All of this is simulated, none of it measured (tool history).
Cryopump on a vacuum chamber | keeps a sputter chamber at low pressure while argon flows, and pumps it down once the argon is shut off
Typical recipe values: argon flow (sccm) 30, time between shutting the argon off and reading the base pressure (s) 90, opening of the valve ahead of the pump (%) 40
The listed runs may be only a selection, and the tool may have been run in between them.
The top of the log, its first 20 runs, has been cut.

| run | hour | argon flow (sccm) | time between shutting the argon off and reading the base pressure (s) | opening of the valve ahead of the pump (%) | pressure while argon flows (Pa) | pressure after the wait (uPa) |
|---|---|---|---|---|---|---|
| 21 | 1015.9 | 30 | 33 | 54 | 0.0466 | 2.53 |
| 22 | 1075.6 | 29 | 49 | 22 | 0.1031 | 2 |
| 23 | 1138.1 | 29 | 49 | 22 | 0.1041 | 1.98 |
| 24 | 1195.4 | 35 | 49 | 38 | 0.0749 | 2.04 |
| 25 | 1257.7 | 35 | 49 | 38 | 0.0754 | 2.06 |
| 26 | 1293.3 | 30 | 90 | 36 | 0.068 | 1.53 |
| 27 | 1352.6 | 30 | 90 | 38 | 0.0638 | 1.52 |
| 28 | 1420.2 | 30 | 90 | 38 | 0.0646 | 1.56 |

The next listed run, before its measurement:
| 29 | 1453.7 | 30 | 230 | 22 | ? | ? |

Run 29 gave pressure while argon flows (Pa) 0.1075, pressure after the wait (uPa) 1.22.
With no hidden state in the tool, this same run would have given pressure while argon flows (Pa) 0.1012, pressure after the wait (uPa) 0.39.
